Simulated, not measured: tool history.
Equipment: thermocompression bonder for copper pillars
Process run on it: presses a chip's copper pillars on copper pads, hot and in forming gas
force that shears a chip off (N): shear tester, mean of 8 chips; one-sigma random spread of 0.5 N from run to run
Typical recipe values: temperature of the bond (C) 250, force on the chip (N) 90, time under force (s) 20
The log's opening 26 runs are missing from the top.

| run | hour | temperature of the bond (C) | force on the chip (N) | time under force (s) | hours of work since the heater was calibrated | hours of work since the force cell was calibrated | hours of work since the gas filter was changed | force that shears a chip off (N) |
|---|---|---|---|---|---|---|---|---|
| 27 | 254.2 | 250 | 110 | 20 | 376 | 238 | 280 | 80 |
| 28 | 266.3 | 250 | 110 | 20 | 385 | 246 | 289 | 79.9 |
| 29 | 272.3 | 250 | 110 | 17 | 389 | 251 | 293 | 77.9 |
| 30 | 284.7 | 250 | 110 | 17 | 398 | 260 | 302 | 76.7 |
| 31 | 295.5 | 250 | 110 | 17 | 406 | 267 | 310 | 78 |
| 32 | 305.7 | 243 | 87 | 20 | 413 | 275 | 317 | 63.6 |
| 33 | 316.7 | 250 | 113 | 53 | 421 | 283 | 325 | 92.2 |
| 34 | 329.6 | 278 | 57 | 53 | 431 | 292 | 334 | 86.8 |

Run 35 has not been measured yet. What should we expect?
| 35 | 342 | 278 | 104 | 39 | 440 | 301 | 343 | ? |

force that shears a chip off (N): 95.9
Without the tool's hidden state the same run would have given force that shears a chip off (N) 96.1.

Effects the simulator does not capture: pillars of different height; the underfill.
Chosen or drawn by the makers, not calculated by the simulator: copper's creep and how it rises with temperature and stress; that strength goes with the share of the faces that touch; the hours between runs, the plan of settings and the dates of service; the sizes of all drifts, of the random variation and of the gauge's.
